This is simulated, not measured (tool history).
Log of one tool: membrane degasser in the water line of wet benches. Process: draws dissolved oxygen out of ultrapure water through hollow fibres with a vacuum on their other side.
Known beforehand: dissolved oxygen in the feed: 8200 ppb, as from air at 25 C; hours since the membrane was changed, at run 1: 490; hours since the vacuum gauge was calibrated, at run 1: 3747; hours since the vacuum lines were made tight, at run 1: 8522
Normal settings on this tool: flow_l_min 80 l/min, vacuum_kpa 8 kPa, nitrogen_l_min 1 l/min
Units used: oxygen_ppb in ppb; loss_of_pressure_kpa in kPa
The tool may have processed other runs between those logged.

run	hour	flow_l_min	vacuum_kpa	nitrogen_l_min	hours since the membrane was changed	hours since the vacuum gauge was calibrated	hours since the vacuum lines were made tight	oxygen_ppb	loss_of_pressure_kpa
1	0	80	8	1	490	3747	8522	842.2	60.27
2	21.4	80	8	1	512	3769	8543	843.7	60.62
3	66.3	80	8	1	557	3814	8588	838.5	60.46
4	107	80	8	1	597	3854	8629	835.3	60.82
5	130.2	80	8	0.56	621	3878	8652	1085.5	60.47
6	159.7	80	8	0.56	650	3907	8682	1079.5	60.05
7	197.6	80	8	1.36	688	3945	8719	727.3	60.54
8	237.9	80	8	1.36	728	3985	8760	732.8	60.27
9	283.7	80	8	1.36	774	4031	8806	728.4	60.13
10	304	80	8	0.66	794	4051	8826	1010.3	60.39
11	331.9	80	8	0.66	822	4079	8854	1008	60.65
12	375.8	80	8	0.66	866	4123	8898	999.8	60.81
13	400.4	80	8	0.66	891	4148	8922	1004.4	60.79
14	443	80	8	0.66	933	4190	8965	1004.5	60.36
15	465.7	88	8	1	956	4213	8988	920.1	66.49
16	509.2	88	8	1	999	4257	9031	917.6	66.23
17	535.8	88	8	1	1026	4283	9058	918.1	66.48
18	572.9	88	6.35	1.71	1063	4320	9095	587.4	65.95
19	608.4	66	6.35	1.15	1099	4356	9130	500.7	49.92
20	654.9	66	6.35	1.15	1145	4402	9177	498	50.05
21	690.4	63	6.27	1.26	1181	4438	9212	441.2	47.64
22	734.9	57	7.61	0.49	1225	4482	9257	831.5	42.97
23	772.8	57	7.61	0.49	1263	4520	9295	828.9	42.78
24	819.6	57	7.61	0.49	1310	4567	9341	819.4	43.21
25	854.1	93	19.71	1.25	1344	4602	9376	1984.4	70.48
26	894.9	93	19.71	0.98	1385	4642	9417	2245.8	69.91
27	925.7	93	19.71	0.98	1416	4673	9448	2256	70.44
28	973.6	93	19.71	0.98	1464	4721	9495	2266.2	69.97
29	1011.7	93	16.33	2.33	1502	4759	9534	1230.5	70.38
30	1056.5	113	15.02	1.03	1547	4804	9578	1976.3	85.64
31	1083.1	60	15.02	1.03	1573	4830	9605	1248.9	45.31
32	1125	98	8.76	1.32	1615	4872	9647	984.3	74.88
33	1151.3	98	8.76	1.32	1642	4899	9673	988.7	73.78

Consider 3 possible next runs. They are alternatives, not a sequence: every one starts from the tool as it was left by run 33. What does each give?
A	1183.4	89	8.76	1.76	1674	4931	9705	?	?
B	1183.4	98	8.76	1.25	1674	4931	9705	?	?
C	1183.4	120	8.76	1.32	1674	4931	9705	?	?

run	oxygen_ppb	loss_of_pressure_kpa
A	788	67.28
B	1004	74.47
C	1169	90.94
With no hidden state in the tool, these same runs would have given:
run	oxygen_ppb	loss_of_pressure_kpa
A	787.7	67.27
B	1003.7	74.46
C	1168.7	90.92
